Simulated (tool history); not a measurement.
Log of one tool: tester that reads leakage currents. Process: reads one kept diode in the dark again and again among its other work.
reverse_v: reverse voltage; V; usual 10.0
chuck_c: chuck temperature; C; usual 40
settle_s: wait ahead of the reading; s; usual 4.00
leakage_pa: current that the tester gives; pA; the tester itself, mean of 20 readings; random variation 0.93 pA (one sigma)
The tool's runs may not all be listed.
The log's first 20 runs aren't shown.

Run 21, hour 1302.5: usual settings but reverse_v 4.8 V, settle_s 6.82 s. Result: leakage_pa 202.32 pA.
Run 22, hour 1344.4: usual settings but reverse_v 7.1 V, chuck_c 28 C, settle_s 3.38 s. Result: leakage_pa 91.88 pA.
Run 23, hour 1406.7: usual settings but reverse_v 7.1 V, chuck_c 28 C, settle_s 3.38 s. Result: leakage_pa 91.90 pA.
Run 24, hour 1476.7: usual settings but reverse_v 7.1 V, chuck_c 37 C. Result: leakage_pa 198.02 pA.
Run 25, hour 1531.3: usual settings but reverse_v 3.2 V, chuck_c 37 C. Result: leakage_pa 122.52 pA.
Run 26, hour 1597.5: usual settings but reverse_v 8.5 V, chuck_c 58 C, settle_s 9.97 s. Result: leakage_pa 1129.01 pA.
Run 27, hour 1671.7: usual settings but reverse_v 5.2 V, settle_s 2.84 s. Result: leakage_pa 211.11 pA.
Run 28, hour 1728.6: usual settings but reverse_v 2.0 V, chuck_c 20 C, settle_s 4.07 s. Result: leakage_pa 20.98 pA.
Run 29, hour 1815.2: usual settings but reverse_v 2.0 V, chuck_c 20 C, settle_s 4.07 s. Result: leakage_pa 21.00 pA.
At hour 1836.2: chuck's temperature calibrated.
Run 30, hour 1887.9: usual settings but reverse_v 1.4 V, chuck_c 51 C, settle_s 4.25 s. Result: leakage_pa 229.09 pA.
Run 31, hour 1951.3: usual settings but reverse_v 16.1 V, chuck_c 22 C, settle_s 5.82 s. Result: leakage_pa 87.96 pA.
Run 32, hour 2002.3: usual settings but reverse_v 15.7 V. Result: leakage_pa 409.43 pA.
Run 33, hour 2063.1: usual settings but reverse_v 1.6 V, settle_s 9.56 s. Result: leakage_pa 103.94 pA.
Run 34, hour 2105.5: usual settings but reverse_v 1.6 V, settle_s 9.56 s. Result: leakage_pa 104.25 pA.

The next listed run, before its measurement:
Run 35, hour 2159.4: usual settings but reverse_v 1.6 V, settle_s 9.56 s. Result: leakage_pa ?.

Run 35 gave leakage_pa 104.05 pA.
Without the tool's hidden state the same run would have given leakage_pa 104.03 pA.

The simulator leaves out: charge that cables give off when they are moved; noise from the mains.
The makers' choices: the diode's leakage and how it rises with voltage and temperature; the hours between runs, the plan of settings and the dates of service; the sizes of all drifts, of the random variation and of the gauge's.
